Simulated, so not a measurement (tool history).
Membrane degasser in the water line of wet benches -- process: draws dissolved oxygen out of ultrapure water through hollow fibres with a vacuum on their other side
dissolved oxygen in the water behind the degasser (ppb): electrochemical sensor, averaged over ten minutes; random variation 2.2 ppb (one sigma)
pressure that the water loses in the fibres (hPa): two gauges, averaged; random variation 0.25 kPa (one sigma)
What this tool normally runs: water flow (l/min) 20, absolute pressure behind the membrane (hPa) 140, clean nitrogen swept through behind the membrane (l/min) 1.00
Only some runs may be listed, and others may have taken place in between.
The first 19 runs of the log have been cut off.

| run | day | water flow (l/min) | absolute pressure behind the membrane (hPa) | clean nitrogen swept through behind the membrane (l/min) | dissolved oxygen in the water behind the degasser (ppb) | pressure that the water loses in the fibres (hPa) |
|---|---|---|---|---|---|---|
| 20 | 50.583 | 16 | 171 | 0.40 | 1035.0 | 530.1 |
| 21 | 52.521 | 13 | 254 | 0.63 | 974.8 | 427.3 |
|  | 52.883 | seals of the vacuum lines changed |
| 22 | 54.675 | 21 | 311 | 1.54 | 863.2 | 694.2 |
| 23 | 57.462 | 14 | 117 | 0.45 | 542.4 | 464.4 |
| 24 | 59.888 | 15 | 150 | 0.94 | 433.8 | 496.1 |
| 25 | 62.338 | 14 | 236 | 1.00 | 633.8 | 468.9 |
| 26 | 65.412 | 14 | 264 | 1.00 | 710.3 | 462.4 |
| 27 | 69.100 | 23 | 303 | 1.13 | 1150.5 | 762.7 |
| 28 | 72.567 | 13 | 140 | 1.19 | 286.6 | 431.5 |
| 29 | 75.017 | 13 | 140 | 1.19 | 287.9 | 433.9 |
| 30 | 77.842 | 13 | 140 | 1.19 | 287.6 | 432.6 |
| 31 | 79.938 | 15 | 242 | 1.55 | 484.3 | 497.8 |

What if the next run were any one of these 5? Each begins from the tool's condition after run 31:
| A | 82.571 | 20 | 106 | 1.00 | ? | ? |
| B | 82.571 | 15 | 191 | 0.60 | ? | ? |
| C | 82.571 | 21 | 242 | 0.46 | ? | ? |
| D | 82.571 | 18 | 227 | 2.10 | ? | ? |
| E | 82.571 | 32 | 298 | 2.72 | ? | ? |

| run | dissolved oxygen in the water behind the degasser (ppb) | pressure that the water loses in the fibres (hPa) |
|---|---|---|
| A | 382.2 | 664.6 |
| B | 822.3 | 501.4 |
| C | 1638.8 | 697.6 |
| D | 426.4 | 596.8 |
| E | 859.6 | 1072.5 |
Without the tool's unlogged condition, the same runs would have read:
| run | dissolved oxygen in the water behind the degasser (ppb) | pressure that the water loses in the fibres (hPa) |
|---|---|---|
| A | 374.4 | 654.8 |
| B | 815.1 | 494.0 |
| C | 1630.4 | 687.4 |
| D | 420.1 | 588.0 |
| E | 846.8 | 1056.7 |
